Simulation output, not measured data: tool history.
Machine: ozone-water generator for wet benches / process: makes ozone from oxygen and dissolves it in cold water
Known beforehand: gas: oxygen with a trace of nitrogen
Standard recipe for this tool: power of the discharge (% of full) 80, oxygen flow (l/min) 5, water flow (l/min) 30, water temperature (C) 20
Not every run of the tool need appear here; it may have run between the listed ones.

run,day,power of the discharge (% of full),oxygen flow (l/min),water flow (l/min),water temperature (C),dissolved ozone (ppm),ozone in the gas ahead of the water (g/m3)
1,0,80,5,30,20,15.3,194.3
2,1.446,67,5,30,20,14,174.6
3,4.512,67,5,30,20,13.8,174.3
4,7.721,67,5,30,20,13.7,173.3
5,9.808,67,5,30,20,14.1,175
6,11.892,80,5,30,20,15.3,191.6
7,13.846,80,6.47,30,20,16,171.2
8,15.308,80,6.47,30,20,16.1,172.3
9,16.758,80,6.47,30,20,15.9,172.5
10,18.65,80,6.47,30,20,16,169.7
11,20.454,80,6.47,30,20,16,171.9
12,23.096,80,5,30,20,15.1,191.5
13,25.717,80,5,30,20,15.3,188.7
14,27.95,80,5,30,20,15.2,191.8
15,29.658,80,5,30,21,15,191.2
16,31.692,80,5,30,21,15.2,190.1
17,33.325,80,6.1,43,20,10.9,176.5
18,35.304,42,5.07,24,20,13.3,134.2
19,37.517,42,5.75,18,20,17.2,125.6
20,40.096,47,6.68,45,20,7.8,127.1
21,43.392,57,3.45,30,14,12.1,183.9
22,46.783,57,3.45,30,14,12.1,186.7
23,50.258,56,5,30,20,12.3,157.5
24,51.912,55,6.51,19,24,17.9,140.1

Forecast run 25:
25,53.988,49,4.82,35,15,?,?

{"run 25": {"dissolved ozone (ppm)": 10.1, "ozone in the gas ahead of the water (g/m3)": 149.2}}
Were there no unlogged condition in the tool, this run, its random variation unchanged, would have produced dissolved ozone (ppm) 10.6, ozone in the gas ahead of the water (g/m3) 152.9.
